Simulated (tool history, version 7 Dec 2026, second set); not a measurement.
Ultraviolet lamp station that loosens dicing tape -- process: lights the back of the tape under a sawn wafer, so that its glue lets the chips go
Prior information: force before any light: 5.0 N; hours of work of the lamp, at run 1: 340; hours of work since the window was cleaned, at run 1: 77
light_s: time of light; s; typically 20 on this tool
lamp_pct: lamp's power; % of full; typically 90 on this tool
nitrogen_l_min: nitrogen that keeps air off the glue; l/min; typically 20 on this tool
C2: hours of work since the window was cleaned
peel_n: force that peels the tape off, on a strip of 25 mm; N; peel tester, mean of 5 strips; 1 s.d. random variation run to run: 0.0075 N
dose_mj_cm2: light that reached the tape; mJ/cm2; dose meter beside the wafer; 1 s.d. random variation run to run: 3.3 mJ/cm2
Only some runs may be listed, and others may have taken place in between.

Run 1, hour 0.0: usual settings; hours of work of the lamp 340; C2 77. Result: peel_n 0.411 N, dose_mj_cm2 423 mJ/cm2.
Run 2, hour 53.4: usual settings but light_s 12 s; hours of work of the lamp 377; C2 114. Result: peel_n 1.076 N, dose_mj_cm2 243 mJ/cm2.
Run 3, hour 77.2: usual settings but nitrogen_l_min 9 l/min; hours of work of the lamp 394; C2 130. Result: peel_n 0.715 N, dose_mj_cm2 401 mJ/cm2.
Run 4, hour 118.3: usual settings but nitrogen_l_min 23 l/min; hours of work of the lamp 422; C2 159. Result: peel_n 0.453 N, dose_mj_cm2 390 mJ/cm2.
Run 5, hour 153.6: usual settings but nitrogen_l_min 23 l/min; hours of work of the lamp 447; C2 183. Result: peel_n 0.454 N, dose_mj_cm2 378 mJ/cm2.
Run 6, hour 191.9: usual settings but nitrogen_l_min 23 l/min; hours of work of the lamp 473; C2 210. Result: peel_n 0.486 N, dose_mj_cm2 367 mJ/cm2.
Run 7, hour 217.4: usual settings but nitrogen_l_min 35 l/min; hours of work of the lamp 491; C2 228. Result: peel_n 0.414 N, dose_mj_cm2 361 mJ/cm2.
Run 8, hour 244.9: usual settings but nitrogen_l_min 35 l/min; hours of work of the lamp 510; C2 247. Result: peel_n 0.433 N, dose_mj_cm2 362 mJ/cm2.
Run 9, hour 279.9: usual settings but nitrogen_l_min 35 l/min; hours of work of the lamp 534; C2 271. Result: peel_n 0.436 N, dose_mj_cm2 343 mJ/cm2.
Run 10, hour 321.0: usual settings but lamp_pct 80 % of full; hours of work of the lamp 563; C2 300. Result: peel_n 0.781 N, dose_mj_cm2 298 mJ/cm2.
Run 11, hour 372.8: usual settings but lamp_pct 80 % of full; hours of work of the lamp 599; C2 336. Result: peel_n 0.806 N, dose_mj_cm2 289 mJ/cm2.
Run 12, hour 426.8: usual settings; hours of work of the lamp 636; C2 373. Result: peel_n 0.737 N, dose_mj_cm2 309 mJ/cm2.
At hour 430.6: window cleaned of glue's vapour.
Run 13, hour 474.6: usual settings; hours of work of the lamp 669; C2 31. Result: peel_n 0.847 N, dose_mj_cm2 277 mJ/cm2.
Run 14, hour 512.3: usual settings but lamp_pct 75 % of full; hours of work of the lamp 695; C2 57. Result: peel_n 1.204 N, dose_mj_cm2 223 mJ/cm2.
Run 15, hour 543.4: usual settings but lamp_pct 75 % of full; hours of work of the lamp 717; C2 78. Result: peel_n 1.163 N, dose_mj_cm2 217 mJ/cm2.
Run 16, hour 588.9: usual settings; hours of work of the lamp 749; C2 110. Result: peel_n 0.982 N, dose_mj_cm2 244 mJ/cm2.
At hour 615.7: lamp changed.
Run 17, hour 638.4: usual settings; hours of work of the lamp 16; C2 144. Result: peel_n 0.461 N, dose_mj_cm2 399 mJ/cm2.
Run 18, hour 679.2: usual settings but nitrogen_l_min 22 l/min; hours of work of the lamp 44; C2 172. Result: peel_n 0.474 N, dose_mj_cm2 392 mJ/cm2.
At hour 729.3: window cleaned of glue's vapour, once more.
Run 19, hour 734.9: usual settings but nitrogen_l_min 22 l/min; hours of work of the lamp 82; C2 4. Result: peel_n 0.296 N, dose_mj_cm2 497 mJ/cm2.
Run 20, hour 761.4: usual settings; hours of work of the lamp 101; C2 22. Result: peel_n 0.312 N, dose_mj_cm2 491 mJ/cm2.
Run 21, hour 816.7: usual settings but lamp_pct 72 % of full, nitrogen_l_min 23 l/min; hours of work of the lamp 139; C2 61. Result: peel_n 0.477 N, dose_mj_cm2 379 mJ/cm2.
Run 22, hour 856.7: usual settings but light_s 12 s, lamp_pct 72 % of full, nitrogen_l_min 23 l/min; hours of work of the lamp 167; C2 88. Result: peel_n 1.160 N, dose_mj_cm2 220 mJ/cm2.
Run 23, hour 911.7: usual settings but light_s 22 s, lamp_pct 80 % of full, nitrogen_l_min 7 l/min; hours of work of the lamp 205; C2 127. Result: peel_n 0.692 N, dose_mj_cm2 435 mJ/cm2.
Run 24, hour 946.2: usual settings but light_s 32 s, lamp_pct 67 % of full, nitrogen_l_min 23 l/min; hours of work of the lamp 229; C2 151. Result: peel_n 0.274 N, dose_mj_cm2 523 mJ/cm2.
Run 25, hour 970.9: usual settings but light_s 23 s, lamp_pct 89 % of full, nitrogen_l_min 23 l/min; hours of work of the lamp 246; C2 168. Result: peel_n 0.297 N, dose_mj_cm2 492 mJ/cm2.
Run 26, hour 1011.7: usual settings but light_s 23 s, lamp_pct 89 % of full, nitrogen_l_min 23 l/min; hours of work of the lamp 275; C2 196. Result: peel_n 0.317 N, dose_mj_cm2 476 mJ/cm2.
Run 27, hour 1066.4: usual settings but light_s 24 s, lamp_pct 69 % of full, nitrogen_l_min 11 l/min; hours of work of the lamp 313; C2 234. Result: peel_n 0.749 N, dose_mj_cm2 374 mJ/cm2.
Run 28, hour 1111.8: usual settings but light_s 11 s, lamp_pct 61 % of full, nitrogen_l_min 21 l/min; hours of work of the lamp 344; C2 266. Result: peel_n 1.945 N, dose_mj_cm2 144 mJ/cm2.
Run 29, hour 1144.5: usual settings but lamp_pct 66 % of full, nitrogen_l_min 7 l/min; hours of work of the lamp 367; C2 288. Result: peel_n 1.384 N, dose_mj_cm2 282 mJ/cm2.
Run 30, hour 1170.3: usual settings but lamp_pct 66 % of full, nitrogen_l_min 7 l/min; hours of work of the lamp 385; C2 306. Result: peel_n 1.380 N, dose_mj_cm2 278 mJ/cm2.
Run 31, hour 1204.8: usual settings but lamp_pct 66 % of full, nitrogen_l_min 7 l/min; hours of work of the lamp 409; C2 330. Result: peel_n 1.426 N, dose_mj_cm2 274 mJ/cm2.
Run 32, hour 1232.7: usual settings but lamp_pct 77 % of full, nitrogen_l_min 16 l/min; hours of work of the lamp 428; C2 350. Result: peel_n 0.795 N, dose_mj_cm2 307 mJ/cm2.
Run 33, hour 1290.8: usual settings but lamp_pct 77 % of full, nitrogen_l_min 16 l/min; hours of work of the lamp 468; C2 390. Result: peel_n 0.863 N, dose_mj_cm2 299 mJ/cm2.
Run 34, hour 1323.1: usual settings but nitrogen_l_min 22 l/min; hours of work of the lamp 491; C2 412. Result: peel_n 0.600 N, dose_mj_cm2 340 mJ/cm2.
Run 35, hour 1359.8: usual settings but nitrogen_l_min 22 l/min; hours of work of the lamp 516; C2 438. Result: peel_n 0.622 N, dose_mj_cm2 323 mJ/cm2.
Run 36, hour 1392.2: usual settings but nitrogen_l_min 22 l/min; hours of work of the lamp 539; C2 460. Result: peel_n 0.639 N, dose_mj_cm2 323 mJ/cm2.
Run 37, hour 1440.1: usual settings but light_s 14 s, lamp_pct 81 % of full, nitrogen_l_min 31 l/min; hours of work of the lamp 572; C2 494. Result: peel_n 1.299 N, dose_mj_cm2 199 mJ/cm2.
At hour 1475.7: window cleaned of glue's vapour.
Run 38, hour 1487.1: usual settings but light_s 14 s, lamp_pct 81 % of full, nitrogen_l_min 31 l/min; hours of work of the lamp 604; C2 8. Result: peel_n 0.999 N, dose_mj_cm2 223 mJ/cm2.
Run 39, hour 1513.0: usual settings but light_s 14 s, lamp_pct 81 % of full, nitrogen_l_min 31 l/min; hours of work of the lamp 622; C2 26. Result: peel_n 1.040 N, dose_mj_cm2 219 mJ/cm2.

Here are 3 independent what-if runs from the current tool condition. What would each one return?
Run A, hour 1542.3: usual settings but light_s 14 s, lamp_pct 81 % of full, nitrogen_l_min 6 l/min; hours of work of the lamp 643; C2 46. Result: peel_n ?, dose_mj_cm2 ?.
Run B, hour 1542.3: usual settings but light_s 15 s, lamp_pct 96 % of full, nitrogen_l_min 32 l/min; hours of work of the lamp 643; C2 46. Result: peel_n ?, dose_mj_cm2 ?.
Run C, hour 1542.3: usual settings but light_s 14 s, lamp_pct 84 % of full, nitrogen_l_min 6 l/min; hours of work of the lamp 643; C2 46. Result: peel_n ?, dose_mj_cm2 ?.

run  peel_n  dose_mj_cm2
  A   1.903          213
  B   0.719          274
  C   1.827          220
The same runs, with their run-to-run variation unchanged, on a tool lacking any hidden condition would have given:
run  peel_n  dose_mj_cm2
  A   1.171          328
  B   0.328          421
  C   1.110          338
